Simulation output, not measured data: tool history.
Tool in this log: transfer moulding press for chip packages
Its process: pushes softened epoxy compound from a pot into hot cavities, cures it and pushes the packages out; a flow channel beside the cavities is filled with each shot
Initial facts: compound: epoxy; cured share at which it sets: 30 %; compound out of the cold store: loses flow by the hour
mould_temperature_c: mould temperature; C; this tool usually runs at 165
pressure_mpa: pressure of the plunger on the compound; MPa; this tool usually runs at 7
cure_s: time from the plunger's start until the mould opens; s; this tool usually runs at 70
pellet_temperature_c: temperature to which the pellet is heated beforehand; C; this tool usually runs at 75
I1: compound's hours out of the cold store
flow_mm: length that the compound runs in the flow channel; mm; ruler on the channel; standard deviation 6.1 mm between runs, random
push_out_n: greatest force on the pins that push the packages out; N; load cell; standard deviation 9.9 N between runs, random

Run 1, hour 0: usual settings; I1 38.4. Result: flow_mm 863 mm, push_out_n 435 N.
At hour 10.3: mould's thermocouples calibrated.
Run 2, hour 67.8: usual settings; I1 21.2. Result: flow_mm 905 mm, push_out_n 475 N.
At hour 91.3: plunger's sealing rings changed.
At hour 92.8: cavities cleaned with cleaning compound and waxed.
Run 3, hour 154: usual settings but mould_temperature_c 170 C; I1 15.4. Result: flow_mm 912 mm, push_out_n 391 N.
At hour 187.6: cavities cleaned with cleaning compound and waxed.
Run 4, hour 237.7: usual settings but mould_temperature_c 170 C; I1 20.6. Result: flow_mm 885 mm, push_out_n 392 N.
At hour 278.9: cavities cleaned with cleaning compound and waxed.
Run 5, hour 321: usual settings but mould_temperature_c 170 C; I1 39.4. Result: flow_mm 820 mm, push_out_n 388 N.
At hour 375: cavities cleaned with cleaning compound and waxed.
Run 6, hour 387: usual settings but mould_temperature_c 170 C; I1 34.9. Result: flow_mm 840 mm, push_out_n 394 N.
At hour 461.1: plunger's sealing rings changed.
At hour 470.8: cavities cleaned with cleaning compound and waxed.
Run 7, hour 472.2: usual settings; I1 30.8. Result: flow_mm 883 mm, push_out_n 449 N.
Run 8, hour 552.7: usual settings but cure_s 79 s; I1 43. Result: flow_mm 844 mm, push_out_n 411 N.
At hour 566.1: cavities cleaned with cleaning compound and waxed.
Run 9, hour 642.1: usual settings but cure_s 79 s; I1 15. Result: flow_mm 929 mm, push_out_n 415 N.
At hour 657.4: cavities cleaned with cleaning compound and waxed.
Run 10, hour 705.2: usual settings but mould_temperature_c 170 C, cure_s 78 s, pellet_temperature_c 68 C; I1 31. Result: flow_mm 851 mm, push_out_n 370 N.
At hour 748.7: mould's thermocouples calibrated.
At hour 750.2: cavities cleaned with cleaning compound and waxed.
Run 11, hour 769.8: usual settings but mould_temperature_c 170 C, cure_s 84 s, pellet_temperature_c 74 C; I1 32.6. Result: flow_mm 851 mm, push_out_n 367 N.
At hour 827.9: plunger's sealing rings changed.
At hour 844.3: cavities cleaned with cleaning compound and waxed.
Run 12, hour 868.9: usual settings but mould_temperature_c 167 C, pellet_temperature_c 77 C; I1 22.2. Result: flow_mm 889 mm, push_out_n 428 N.
At hour 937.2: cavities cleaned with cleaning compound and waxed.
Run 13, hour 945.4: usual settings but mould_temperature_c 167 C, cure_s 58 s, pellet_temperature_c 77 C; I1 13.6. Result: flow_mm 926 mm, push_out_n 577 N.
At hour 1028.2: cavities cleaned with cleaning compound and waxed.
Run 14, hour 1040.7: usual settings but mould_temperature_c 167 C, pressure_mpa 5.74 MPa, cure_s 94 s; I1 26.2. Result: flow_mm 800 mm, push_out_n 389 N.
At hour 1118.6: cavities cleaned with cleaning compound and waxed.
Run 15, hour 1125.2: usual settings but mould_temperature_c 169 C, pressure_mpa 5.74 MPa, cure_s 66 s, pellet_temperature_c 79 C; I1 18.2. Result: flow_mm 817 mm, push_out_n 427 N.

Branching from run 15: 4 alternative next runs. What would each branch give?
At hour 1196.8: plunger's sealing rings changed.
At hour 1211.4: cavities cleaned with cleaning compound and waxed.
Run A, hour 1211.4: usual settings but pressure_mpa 5.74 MPa; I1 43.4. Result: flow_mm ?, push_out_n ?.
At hour 1196.8: plunger's sealing rings changed.
At hour 1211.4: cavities cleaned with cleaning compound and waxed.
Run B, hour 1211.4: usual settings but mould_temperature_c 169 C, pressure_mpa 5.74 MPa, cure_s 66 s; I1 12.8. Result: flow_mm ?, push_out_n ?.
At hour 1196.8: plunger's sealing rings changed.
At hour 1211.4: cavities cleaned with cleaning compound and waxed.
Run C, hour 1211.4: usual settings but pressure_mpa 6.64 MPa; I1 12.5. Result: flow_mm ?, push_out_n ?.
At hour 1196.8: plunger's sealing rings changed.
At hour 1211.4: cavities cleaned with cleaning compound and waxed.
Run D, hour 1211.4: usual settings but pressure_mpa 5.56 MPa, cure_s 78 s, pellet_temperature_c 69 C; I1 30.9. Result: flow_mm ?, push_out_n ?.

run  flow_mm  push_out_n
  A      755         454
  B      838         427
  C      926         457
  D      774         411
What these runs would have given with no unlogged condition in the tool:
run  flow_mm  push_out_n
  A      755         454
  B      838         427
  C      926         457
  D      774         411

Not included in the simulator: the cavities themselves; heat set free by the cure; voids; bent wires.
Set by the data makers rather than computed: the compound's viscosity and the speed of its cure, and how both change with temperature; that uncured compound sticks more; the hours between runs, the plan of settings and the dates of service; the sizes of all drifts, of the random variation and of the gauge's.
